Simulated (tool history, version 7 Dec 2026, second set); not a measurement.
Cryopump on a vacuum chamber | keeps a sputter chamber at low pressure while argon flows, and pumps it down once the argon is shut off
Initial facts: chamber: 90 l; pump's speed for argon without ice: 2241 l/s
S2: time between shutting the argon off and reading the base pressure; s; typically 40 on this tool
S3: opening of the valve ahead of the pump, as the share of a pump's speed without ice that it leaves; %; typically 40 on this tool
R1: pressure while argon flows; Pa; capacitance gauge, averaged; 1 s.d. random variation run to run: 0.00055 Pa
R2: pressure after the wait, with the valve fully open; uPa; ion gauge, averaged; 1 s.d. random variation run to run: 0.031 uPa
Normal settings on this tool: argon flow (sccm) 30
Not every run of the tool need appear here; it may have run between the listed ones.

{"run": 1, "hour": 0.0, "argon flow (sccm)": 30, "S2": 40, "S3": 40, "R1": 0.0584, "R2": 2.24}
{"run": 2, "hour": 106.4, "argon flow (sccm)": 30, "S2": 40, "S3": 40, "R1": 0.0588, "R2": 2.2}
{"run": 3, "hour": 221.4, "argon flow (sccm)": 30, "S2": 40, "S3": 40, "R1": 0.06, "R2": 2.27}
{"run": 4, "hour": 314.5, "argon flow (sccm)": 30, "S2": 40, "S3": 40, "R1": 0.06, "R2": 2.36}
{"hour": 374.5, "done": "pump warmed up, emptied and cooled again"}
{"run": 5, "hour": 430.1, "argon flow (sccm)": 30, "S2": 40, "S3": 40, "R1": 0.0573, "R2": 2.32}
{"run": 6, "hour": 533.2, "argon flow (sccm)": 17, "S2": 40, "S3": 40, "R1": 0.032, "R2": 2.24}
{"run": 7, "hour": 626.4, "argon flow (sccm)": 17, "S2": 40, "S3": 40, "R1": 0.0334, "R2": 2.35}
{"run": 8, "hour": 719.8, "argon flow (sccm)": 17, "S2": 40, "S3": 40, "R1": 0.033, "R2": 2.42}
{"run": 9, "hour": 843.8, "argon flow (sccm)": 30, "S2": 40, "S3": 40, "R1": 0.0594, "R2": 2.45}
{"run": 10, "hour": 960.0, "argon flow (sccm)": 30, "S2": 40, "S3": 40, "R1": 0.0606, "R2": 2.5}
{"hour": 1014.3, "done": "pump warmed up, emptied and cooled again"}
{"run": 11, "hour": 1053.4, "argon flow (sccm)": 30, "S2": 40, "S3": 57, "R1": 0.0398, "R2": 2.41}
{"run": 12, "hour": 1108.9, "argon flow (sccm)": 30, "S2": 40, "S3": 57, "R1": 0.0406, "R2": 2.43}
{"run": 13, "hour": 1233.7, "argon flow (sccm)": 30, "S2": 40, "S3": 57, "R1": 0.0414, "R2": 2.52}
{"run": 14, "hour": 1309.3, "argon flow (sccm)": 30, "S2": 40, "S3": 57, "R1": 0.0417, "R2": 2.6}
{"run": 15, "hour": 1371.9, "argon flow (sccm)": 30, "S2": 291, "S3": 40, "R1": 0.0585, "R2": 1.37}
{"run": 16, "hour": 1457.9, "argon flow (sccm)": 30, "S2": 40, "S3": 40, "R1": 0.0598, "R2": 2.63}
{"run": 17, "hour": 1558.0, "argon flow (sccm)": 30, "S2": 40, "S3": 40, "R1": 0.0593, "R2": 2.75}
{"hour": 1656.9, "done": "pump warmed up, emptied and cooled again"}
{"run": 18, "hour": 1672.6, "argon flow (sccm)": 28, "S2": 233, "S3": 23, "R1": 0.0919, "R2": 1.4}
{"run": 19, "hour": 1779.2, "argon flow (sccm)": 28, "S2": 233, "S3": 23, "R1": 0.0923, "R2": 1.41}
{"run": 20, "hour": 1840.2, "argon flow (sccm)": 34, "S2": 23, "S3": 49, "R1": 0.0537, "R2": 3.82}
{"hour": 1876.2, "done": "leaking fittings of the chamber tightened, without venting"}
{"run": 21, "hour": 1897.5, "argon flow (sccm)": 16, "S2": 35, "S3": 40, "R1": 0.0308, "R2": 1.82}
{"run": 22, "hour": 1955.0, "argon flow (sccm)": 16, "S2": 35, "S3": 40, "R1": 0.0312, "R2": 1.84}
{"run": 23, "hour": 2043.6, "argon flow (sccm)": 38, "S2": 125, "S3": 27, "R1": 0.1094, "R2": 0.71}

Estimate the outcome of run 24 from the log above:
{"run": 24, "hour": 2158.6, "argon flow (sccm)": 38, "S2": 125, "S3": 27, "R1": "?", "R2": "?"}

R1: 0.1112 Pa
R2: 0.73 uPa
Minus the tool's unlogged condition, the same run would have read R1 0.1071 Pa, R2 0.6 uPa.
